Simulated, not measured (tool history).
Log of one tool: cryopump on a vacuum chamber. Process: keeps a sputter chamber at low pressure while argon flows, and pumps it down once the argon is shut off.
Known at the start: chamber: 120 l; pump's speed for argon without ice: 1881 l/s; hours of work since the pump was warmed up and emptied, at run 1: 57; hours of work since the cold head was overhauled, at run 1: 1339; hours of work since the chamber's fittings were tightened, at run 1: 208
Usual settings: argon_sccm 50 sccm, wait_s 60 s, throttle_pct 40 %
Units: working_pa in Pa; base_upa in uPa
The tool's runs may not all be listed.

run    hour  argon_sccm  wait_s  throttle_pct  hours of work since the pump was warmed up and emptied  hours of work since the cold head was overhauled  hours of work since the chamber's fittings were tightened  working_pa  base_upa
  1     0.0          50      60            40                                                      57                                              1339                                                        208      0.1138      1.27
  2   102.7          50      60            40                                                     139                                              1421                                                        290      0.1146      1.37
  3   173.2          50      60            40                                                     195                                              1477                                                        346      0.1170      1.34
  4   259.6          50      60            40                                                     264                                              1546                                                        415      0.1179      1.42
  5   342.9          50      60            40                                                     330                                              1613                                                        482      0.1196      1.53
  6   411.7          50      60            40                                                     385                                              1667                                                        536      0.1206      1.54
  7   499.8          50      60            40                                                     455                                              1738                                                        607      0.1227      1.54
  8   586.5          50      28            40                                                     524                                              1807                                                        676      0.1243      2.90
  9   659.1          50      28            40                                                     582                                              1865                                                        734      0.1265      2.87
      697.0  -- pump warmed up, emptied and cooled again
 10   717.5          76      28            40                                                      16                                              1907                                                        776      0.1728      2.71
 11   780.0          76      28            40                                                      66                                              1957                                                        826      0.1740      2.79
 12   875.5          76      28            40                                                     142                                              2033                                                        902      0.1774      2.83
 13   941.7          76      28            40                                                     195                                              2086                                                        955      0.1795      2.87
 14   992.9          87      60            40                                                     236                                              2127                                                        996      0.2041      1.77
 15  1042.3          87      60            40                                                     275                                              2166                                                       1035      0.2072      1.76
 16  1123.1          87      60            40                                                     340                                              2231                                                       1100      0.2097      1.88
 17  1209.0          87      60            40                                                     408                                              2299                                                       1168      0.2116      1.87
 18  1263.8          30      60            40                                                     452                                              2343                                                       1212      0.0740      1.95
 19  1368.0          72      60            40                                                     535                                              2426                                                       1295      0.1820      2.01
 20  1421.3          72     111            24                                                     578                                              2468                                                       1337      0.2869      1.64
     1466.2  -- pump warmed up, emptied and cooled again
 21  1518.0          72     111            24                                                      41                                              2541                                                       1410      0.2729      1.45
 22  1570.9          72     111            24                                                      83                                              2584                                                       1453      0.2740      1.43
 23  1662.2          63      21            34                                                     156                                              2656                                                       1525      0.1705      3.90
 24  1768.4          50      60            43                                                     241                                              2741                                                       1610      0.1082      2.06
     1809.9  -- leaking fittings of the chamber tightened, without venting
 25  1820.9          62     239            26                                                     281                                              2781                                                          9      0.2213      0.48
 26  1926.9          24     239            26                                                     366                                              2866                                                         93      0.0871      0.54
 27  1993.4          24     239            26                                                     419                                              2919                                                        146      0.0874      0.61
 28  2057.5          33      27            40                                                     470                                              2970                                                        197      0.0808      2.61
 29  2130.1          33      27            40                                                     528                                              3028                                                        255      0.0826      2.71

The next listed run, before its measurement:
     2236.4  -- pump warmed up, emptied and cooled again
 30  2239.7          33      27            40                                                       3                                              3111                                                        339           ?         ?

working_pa: 0.0758 Pa
base_upa: 2.68 uPa
Without the tool's hidden state the same run would have given working_pa 0.0751 Pa, base_upa 2.46 uPa.
